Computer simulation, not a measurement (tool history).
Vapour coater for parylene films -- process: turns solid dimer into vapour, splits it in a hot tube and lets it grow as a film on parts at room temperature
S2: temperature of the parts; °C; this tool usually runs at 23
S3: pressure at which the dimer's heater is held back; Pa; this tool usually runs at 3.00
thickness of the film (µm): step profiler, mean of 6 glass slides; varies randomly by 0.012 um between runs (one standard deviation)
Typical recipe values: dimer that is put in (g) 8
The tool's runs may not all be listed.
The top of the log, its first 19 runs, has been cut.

run 20 hour=223.1 | dimer_that_is_put_in_(g)=8 S2=23 S3=3.00 | thickness_of_the_film_(µm)=1.83
run 21 hour=231.5 | dimer_that_is_put_in_(g)=8 S2=23 S3=3.00 | thickness_of_the_film_(µm)=1.85
run 22 hour=239.0 | dimer_that_is_put_in_(g)=8 S2=23 S3=3.00 | thickness_of_the_film_(µm)=1.84
run 23 hour=247.9 | dimer_that_is_put_in_(g)=8 S2=23 S3=3.00 | thickness_of_the_film_(µm)=1.85
run 24 hour=256.4 | dimer_that_is_put_in_(g)=8 S2=23 S3=3.00 | thickness_of_the_film_(µm)=1.85
run 25 hour=270.0 | dimer_that_is_put_in_(g)=14 S2=23 S3=3.42 | thickness_of_the_film_(µm)=3.14
run 26 hour=281.7 | dimer_that_is_put_in_(g)=14 S2=23 S3=3.42 | thickness_of_the_film_(µm)=3.13
run 27 hour=290.2 | dimer_that_is_put_in_(g)=8 S2=23 S3=3.42 | thickness_of_the_film_(µm)=1.81
run 28 hour=299.6 | dimer_that_is_put_in_(g)=8 S2=23 S3=3.42 | thickness_of_the_film_(µm)=1.79
run 29 hour=308.7 | dimer_that_is_put_in_(g)=9 S2=23 S3=7.16 | thickness_of_the_film_(µm)=1.75
run 30 hour=323.7 | dimer_that_is_put_in_(g)=9 S2=23 S3=7.16 | thickness_of_the_film_(µm)=1.74
run 31 hour=334.0 | dimer_that_is_put_in_(g)=9 S2=23 S3=7.16 | thickness_of_the_film_(µm)=1.76
run 32 hour=344.3 | dimer_that_is_put_in_(g)=3 S2=18 S3=3.00 | thickness_of_the_film_(µm)=0.77
run 33 hour=355.6 | dimer_that_is_put_in_(g)=3 S2=18 S3=4.43 | thickness_of_the_film_(µm)=0.70
run 34 hour=368.6 | dimer_that_is_put_in_(g)=3 S2=18 S3=4.43 | thickness_of_the_film_(µm)=0.72
run 35 hour=383.8 | dimer_that_is_put_in_(g)=3 S2=18 S3=4.43 | thickness_of_the_film_(µm)=0.70
run 36 hour=398.5 | dimer_that_is_put_in_(g)=11 S2=18 S3=3.70 | thickness_of_the_film_(µm)=2.69

Run 37, settings as shown, results not yet in. Your forecast:
run 37 hour=407.7 | dimer_that_is_put_in_(g)=11 S2=31 S3=2.01 | thickness_of_the_film_(µm)=?

{"run 37": {"thickness of the film (µm)": 2.29}}
On a tool with no hidden condition, and with the same random variation, this run would have come out at thickness of the film (µm) 2.30.
